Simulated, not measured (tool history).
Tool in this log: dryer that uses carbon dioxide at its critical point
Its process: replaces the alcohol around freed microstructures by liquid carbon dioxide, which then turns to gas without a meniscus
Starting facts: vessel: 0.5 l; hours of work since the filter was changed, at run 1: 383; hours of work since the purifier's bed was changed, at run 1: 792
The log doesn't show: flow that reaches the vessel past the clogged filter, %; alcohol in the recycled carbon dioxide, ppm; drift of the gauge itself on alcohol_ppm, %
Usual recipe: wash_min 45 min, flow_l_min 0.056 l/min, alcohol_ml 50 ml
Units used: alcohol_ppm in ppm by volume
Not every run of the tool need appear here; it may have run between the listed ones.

run	hour	wash_min	flow_l_min	alcohol_ml	hours of work since the filter was changed	hours of work since the purifier's bed was changed	alcohol_ppm
1	0	45	0.056	50	383	792	1340
2	47.4	45	0.056	50	411	820	1334
3	100.3	45	0.056	50	443	852	1354
4	155.9	45	0.0932	50	476	885	227
5	196.6	45	0.056	21	500	909	708
6	260.7	45	0.056	50	539	948	1559
# hour 319.1: inlet filter changed
7	321.7	45	0.056	47	2	983	930
8	372	45	0.056	50	32	1014	996
9	439.2	45	0.056	50	72	1054	1005
10	468.7	45	0.056	50	90	1071	1053
11	518.3	45	0.056	50	119	1101	1046
12	578.2	45	0.056	50	155	1137	1075
13	645	42	0.056	34	195	1177	1095
14	696.3	36	0.0702	50	226	1208	1213
15	764	36	0.0702	50	266	1248	1219
16	804.8	43	0.0733	23	291	1273	372
17	872.7	53	0.056	104	331	1313	1252
18	904.9	46	0.056	29	351	1332	827
19	943.8	46	0.056	29	374	1356	864

The next listed run, before its measurement:
20	996.1	46	0.056	29	405	1387	?

{"run 20": {"alcohol_ppm": 869}}
With no hidden state in the tool, this same run would have given alcohol_ppm 416 ppm by volume.

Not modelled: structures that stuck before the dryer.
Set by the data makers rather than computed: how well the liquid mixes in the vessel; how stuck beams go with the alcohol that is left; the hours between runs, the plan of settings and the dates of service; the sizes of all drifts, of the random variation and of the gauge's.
